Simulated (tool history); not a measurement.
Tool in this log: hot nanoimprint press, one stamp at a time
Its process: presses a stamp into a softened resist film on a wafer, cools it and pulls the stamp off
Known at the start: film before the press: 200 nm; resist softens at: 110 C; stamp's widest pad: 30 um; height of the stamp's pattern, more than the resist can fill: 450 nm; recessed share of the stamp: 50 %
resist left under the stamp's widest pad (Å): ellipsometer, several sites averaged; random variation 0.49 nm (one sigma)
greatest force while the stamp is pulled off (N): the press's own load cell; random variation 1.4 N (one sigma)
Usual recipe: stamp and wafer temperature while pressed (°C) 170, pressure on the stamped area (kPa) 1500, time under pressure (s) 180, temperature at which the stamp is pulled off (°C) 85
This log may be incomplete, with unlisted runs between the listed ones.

run,hour,stamp and wafer temperature while pressed (°C),pressure on the stamped area (kPa),time under pressure (s),temperature at which the stamp is pulled off (°C),resist left under the stamp's widest pad (Å),greatest force while the stamp is pulled off (N)
1,0.0,170,1500,180,85,1208,134
# hour 13.6: stamp cleaned and given a new release coat
2,30.9,170,1500,180,85,1215,102
3,52.8,170,1500,180,85,1217,101
4,69.7,170,1500,180,85,1222,103
5,90.7,170,1500,180,85,1232,106
6,108.6,170,1500,180,85,1228,106
7,123.9,170,1500,180,85,1241,109
8,147.3,170,1500,180,85,1240,114
9,161.2,170,1500,180,85,1242,111
10,192.4,170,1500,180,85,1246,116
11,211.7,170,1500,180,85,1248,115
12,227.2,170,1080,180,85,1379,115
# hour 252.5: plate thermocouple calibrated
13,252.5,170,1080,180,85,1310,115
14,265.6,170,1080,180,85,1303,114
15,282.1,170,1080,180,85,1314,117
16,311.4,170,960,180,91,1357,98
17,336.7,170,1120,207,82,1257,134
18,358.5,170,1120,94,86,1526,120
19,374.5,170,1290,94,86,1492,122
20,400.3,166,1500,134,88,1533,115
21,423.1,166,1500,134,88,1539,115
22,441.8,163,1220,136,85,1733,131
23,461.2,163,1220,136,85,1729,130
# hour 479.8: stamp cleaned and given a new release coat
24,489.5,163,1220,136,85,1752,103
25,519.8,163,1220,136,85,1741,103
26,545.4,167,1500,180,85,1410,106
27,564.7,170,1740,96,89,1423,94
28,579.8,170,1740,96,89,1420,96
29,600.5,181,1740,98,77,852,132

For each run, the measured value with the value that run would have given without the tool's hidden condition subtracted. The run-to-run variation is shared by both, the gauge scatter possibly not:
Hidden conditions of the tool in this case: true temperature over the reading, C; pressure that arrives at the usual setting, %; grip of the stamp's worn release coat, % over a new coat's; drift of the gauge itself on residual_nm, %; drift of the gauge itself on pull_off_n, %.
run,resist left under the stamp's widest pad (Å),greatest force while the stamp is pulled off (N)
1,+38,+34
2,+43,+3
3,+48,+4
4,+52,+6
5,+56,+8
6,+60,+9
7,+63,+10
8,+68,+12
9,+72,+13
10,+79,+15
11,+82,+17
12,+79,+18
13,+7,+16
14,+10,+17
15,+13,+18
16,+17,+17
17,+25,+25
18,+25,+24
19,+31,+25
20,+39,+26
21,+43,+28
22,+32,+32
23,+35,+32
24,+38,+3
25,+42,+5
26,+74,+7
27,+78,+8
28,+81,+9
29,+71,+14
